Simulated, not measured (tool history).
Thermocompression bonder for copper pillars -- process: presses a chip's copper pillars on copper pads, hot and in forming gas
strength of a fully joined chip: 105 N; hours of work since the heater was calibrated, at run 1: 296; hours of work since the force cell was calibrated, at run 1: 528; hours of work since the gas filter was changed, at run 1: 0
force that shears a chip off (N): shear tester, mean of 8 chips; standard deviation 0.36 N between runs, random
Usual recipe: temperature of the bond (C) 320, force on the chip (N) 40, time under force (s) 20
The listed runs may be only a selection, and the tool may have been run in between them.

| run | day | temperature of the bond (C) | force on the chip (N) | time under force (s) | hours of work since the heater was calibrated | hours of work since the force cell was calibrated | hours of work since the gas filter was changed | force that shears a chip off (N) |
|---|---|---|---|---|---|---|---|---|
| 1 | 0 | 320 | 40 | 20 | 296 | 528 | 0 | 43.7 |
| 2 | 2.233 | 320 | 40 | 54 | 338 | 570 | 42 | 61.6 |
| 3 | 4.225 | 320 | 40 | 20 | 375 | 607 | 79 | 43.3 |
| 4 | 6.421 | 320 | 40 | 21 | 416 | 649 | 120 | 43.1 |
| 5 | 8.425 | 320 | 40 | 54 | 453 | 686 | 158 | 59.6 |
| 6 | 11.408 | 320 | 40 | 54 | 509 | 742 | 213 | 58.9 |
| 7 | 13.567 | 320 | 40 | 20 | 550 | 782 | 254 | 40.9 |
| 8 | 15.462 | 320 | 40 | 20 | 585 | 818 | 289 | 40.8 |
| 9 | 18.321 | 320 | 40 | 10 | 638 | 871 | 343 | 30.8 |
|  | 18.504 | forming gas filter changed |
| 10 | 19.812 | 320 | 35 | 20 | 666 | 899 | 24 | 38.1 |
| 11 | 21.388 | 320 | 55 | 20 | 695 | 928 | 54 | 59.1 |
| 12 | 23.488 | 320 | 55 | 20 | 735 | 967 | 93 | 59.7 |
| 13 | 24.75 | 320 | 55 | 20 | 758 | 991 | 117 | 58.8 |
| 14 | 26.479 | 320 | 40 | 37 | 791 | 1023 | 149 | 53.2 |
|  | 26.729 | force cell calibrated |
| 15 | 28.154 | 320 | 40 | 37 | 821 | 27 | 179 | 52.9 |
| 16 | 30.771 | 320 | 40 | 37 | 870 | 76 | 228 | 51.6 |
| 17 | 32.683 | 320 | 40 | 37 | 906 | 111 | 264 | 51 |
|  | 35.058 | force cell calibrated, once more |
| 18 | 35.25 | 320 | 40 | 37 | 952 | 4 | 311 | 52.5 |
|  | 37.15 | forming gas filter changed |
| 19 | 37.425 | 320 | 40 | 37 | 993 | 44 | 5 | 56.6 |
| 20 | 39.979 | 320 | 52 | 38 | 1041 | 92 | 53 | 70.2 |
| 21 | 42.142 | 320 | 52 | 17 | 1081 | 132 | 93 | 54.4 |
| 22 | 43.662 | 337 | 50 | 16 | 1109 | 161 | 122 | 58.3 |
| 23 | 44.904 | 337 | 50 | 16 | 1133 | 184 | 145 | 57.2 |
| 24 | 46.579 | 308 | 40 | 20 | 1164 | 215 | 176 | 39.2 |
| 25 | 48.8 | 308 | 40 | 20 | 1206 | 257 | 218 | 38.4 |
| 26 | 50.204 | 315 | 60 | 42 | 1232 | 283 | 244 | 74 |
| 27 | 51.892 | 315 | 60 | 12 | 1263 | 315 | 276 | 50.5 |
| 28 | 54.8 | 315 | 60 | 12 | 1318 | 369 | 330 | 50 |
|  | 55.588 | forming gas filter changed |
| 29 | 57.379 | 340 | 40 | 20 | 1366 | 417 | 33 | 53.3 |
| 30 | 59.362 | 312 | 47 | 52 | 1403 | 454 | 71 | 67.3 |
| 31 | 61.525 | 330 | 35 | 20 | 1443 | 494 | 111 | 42.5 |
| 32 | 64.5 | 330 | 59 | 16 | 1499 | 550 | 167 | 63.6 |
| 33 | 66.392 | 330 | 59 | 16 | 1534 | 585 | 202 | 63.1 |
|  | 67.788 | heater calibrated with a thermocouple chip |
| 34 | 68.175 | 330 | 59 | 16 | 7 | 617 | 234 | 59.3 |
| 35 | 70.062 | 300 | 33 | 10 | 43 | 653 | 269 | 19.8 |
| 36 | 71.608 | 316 | 32 | 10 | 72 | 681 | 298 | 22.3 |
| 37 | 73.183 | 301 | 42 | 30 | 101 | 711 | 328 | 40.1 |
|  | 74.229 | forming gas filter changed |
| 38 | 75.892 | 297 | 45 | 44 | 151 | 761 | 31 | 52.2 |

Difference, measured minus no-hidden-state, one row per run. Run-to-run variation is common to both terms; the gauge's own scatter need not be:
What the log doesn't record here: true temperature of the bond over the reading, C; force that reaches the chip, % of what is set; oxide that the forming gas leaves, % of the face; drift of the gauge itself on shear_n, %.
| run | force that shears a chip off (N) |
|---|---|
| 1 | +0 |
| 2 | -0.7 |
| 3 | -0.9 |
| 4 | -1.3 |
| 5 | -2.4 |
| 6 | -3.3 |
| 7 | -2.7 |
| 8 | -3 |
| 9 | -2.7 |
| 10 | +0 |
| 11 | -0.5 |
| 12 | -1 |
| 13 | -1.3 |
| 14 | -1.6 |
| 15 | -2.4 |
| 16 | -3.1 |
| 17 | -3.5 |
| 18 | -2.7 |
| 19 | +1.7 |
| 20 | +0.8 |
| 21 | +0.5 |
| 22 | -0.1 |
| 23 | -0.4 |
| 24 | -0.1 |
| 25 | -0.5 |
| 26 | -2.8 |
| 27 | -1.7 |
| 28 | -2.3 |
| 29 | +1.5 |
| 30 | +1.2 |
| 31 | +0.8 |
| 32 | -0.4 |
| 33 | -0.9 |
| 34 | -4.8 |
| 35 | -1.9 |
| 36 | -2.4 |
| 37 | -4.5 |
| 38 | -1.3 |
